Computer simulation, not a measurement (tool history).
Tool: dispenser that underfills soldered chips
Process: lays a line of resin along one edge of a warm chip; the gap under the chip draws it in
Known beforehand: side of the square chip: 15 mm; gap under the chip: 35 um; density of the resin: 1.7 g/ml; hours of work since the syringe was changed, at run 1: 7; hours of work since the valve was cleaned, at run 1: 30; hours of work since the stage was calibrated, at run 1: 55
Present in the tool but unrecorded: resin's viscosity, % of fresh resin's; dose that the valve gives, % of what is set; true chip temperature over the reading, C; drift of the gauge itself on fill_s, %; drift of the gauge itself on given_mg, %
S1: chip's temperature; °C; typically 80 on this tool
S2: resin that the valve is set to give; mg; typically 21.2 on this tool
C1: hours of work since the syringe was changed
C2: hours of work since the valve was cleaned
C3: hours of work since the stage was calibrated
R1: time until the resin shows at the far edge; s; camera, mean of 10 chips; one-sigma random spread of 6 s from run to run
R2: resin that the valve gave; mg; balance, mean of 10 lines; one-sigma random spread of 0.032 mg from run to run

run 1 hour=0 | S1=80 S2=21.2 | C1=7 C2=30 C3=55 | R1=848.4 R2=20.82
-- hour=4.3 new syringe of resin
run 2 hour=6.1 | S1=80 S2=20.4 | C1=1 C2=35 C3=59 | R1=679.6 R2=19.89
run 3 hour=10.7 | S1=80 S2=20.4 | C1=5 C2=39 C3=63 | R1=768.5 R2=19.93
run 4 hour=13.2 | S1=80 S2=20.4 | C1=7 C2=41 C3=65 | R1=850.1 R2=19.89
-- hour=14.9 dispensing valve cleaned and set on the balance
run 5 hour=17 | S1=80 S2=20.4 | C1=9 C2=2 C3=67 | R1=921.2 R2=20.47
-- hour=18.8 new syringe of resin
run 6 hour=21.2 | S1=80 S2=20.4 | C1=2 C2=5 C3=70 | R1=656.4 R2=20.33
run 7 hour=24 | S1=80 S2=21.2 | C1=4 C2=7 C3=73 | R1=716.1 R2=21.13
run 8 hour=26.5 | S1=80 S2=21.2 | C1=6 C2=9 C3=74 | R1=762.5 R2=21.12
-- hour=32.3 new syringe of resin
run 9 hour=32.4 | S1=70 S2=21.2 | C1=0 C2=13 C3=79 | R1=972.4 R2=21.05
run 10 hour=35.1 | S1=80 S2=21.2 | C1=2 C2=16 C3=81 | R1=660.3 R2=21.08
run 11 hour=38.2 | S1=80 S2=21.2 | C1=5 C2=18 C3=84 | R1=725.7 R2=21
run 12 hour=41.8 | S1=80 S2=21.2 | C1=8 C2=21 C3=86 | R1=829.7 R2=21.02
-- hour=45.6 new syringe of resin
run 13 hour=45.9 | S1=86 S2=23.1 | C1=0 C2=24 C3=89 | R1=457.2 R2=22.8
run 14 hour=51.5 | S1=85 S2=23.2 | C1=5 C2=28 C3=94 | R1=591.5 R2=22.86
run 15 hour=54.8 | S1=66 S2=21.2 | C1=7 C2=31 C3=96 | R1=1730.1 R2=20.88
-- hour=59.1 new syringe of resin
run 16 hour=59.4 | S1=80 S2=26.3 | C1=0 C2=34 C3=100 | R1=607.9 R2=25.82
run 17 hour=64.6 | S1=81 S2=23.5 | C1=4 C2=39 C3=104 | R1=718.6 R2=22.98
-- hour=69.1 dispensing valve cleaned and set on the balance
run 18 hour=70.4 | S1=74 S2=24.6 | C1=8 C2=1 C3=108 | R1=1164.6 R2=24.61
-- hour=73.5 new syringe of resin
run 19 hour=76.1 | S1=81 S2=25.1 | C1=2 C2=5 C3=112 | R1=632.6 R2=24.99
run 20 hour=80 | S1=77 S2=21.2 | C1=5 C2=8 C3=115 | R1=865 R2=21.06
run 21 hour=84.2 | S1=93 S2=23.8 | C1=9 C2=12 C3=119 | R1=479.4 R2=23.64
-- hour=86.9 new syringe of resin
run 22 hour=86.9 | S1=93 S2=23.8 | C1=0 C2=14 C3=120 | R1=335.7 R2=23.65
run 23 hour=91.4 | S1=93 S2=23.8 | C1=4 C2=17 C3=124 | R1=397.5 R2=23.51

Branching from run 23: 5 alternative next runs. What would each branch give?
run A hour=94.9 | S1=74 S2=23.8 | C1=6 C2=20 C3=127 | R1=? R2=?
run B hour=94.9 | S1=77 S2=21.2 | C1=6 C2=20 C3=127 | R1=? R2=?
run C hour=94.9 | S1=86 S2=21.2 | C1=6 C2=20 C3=127 | R1=? R2=?
run D hour=94.9 | S1=84 S2=23.8 | C1=6 C2=20 C3=127 | R1=? R2=?
run E hour=94.9 | S1=84 S2=27.6 | C1=6 C2=20 C3=127 | R1=? R2=?

run=A R1=1081.1 R2=23.45
run=B R1=947.2 R2=20.93
run=C R1=607.5 R2=20.92
run=D R1=672.9 R2=23.53
run=E R1=664 R2=27.29
The same runs, with their run-to-run variation unchanged, on a tool lacking any hidden condition would have given:
run=A R1=796.7 R2=23.74
run=B R1=697.8 R2=21.19
run=C R1=448.1 R2=21.17
run=D R1=496.7 R2=23.81
run=E R1=490.4 R2=27.62
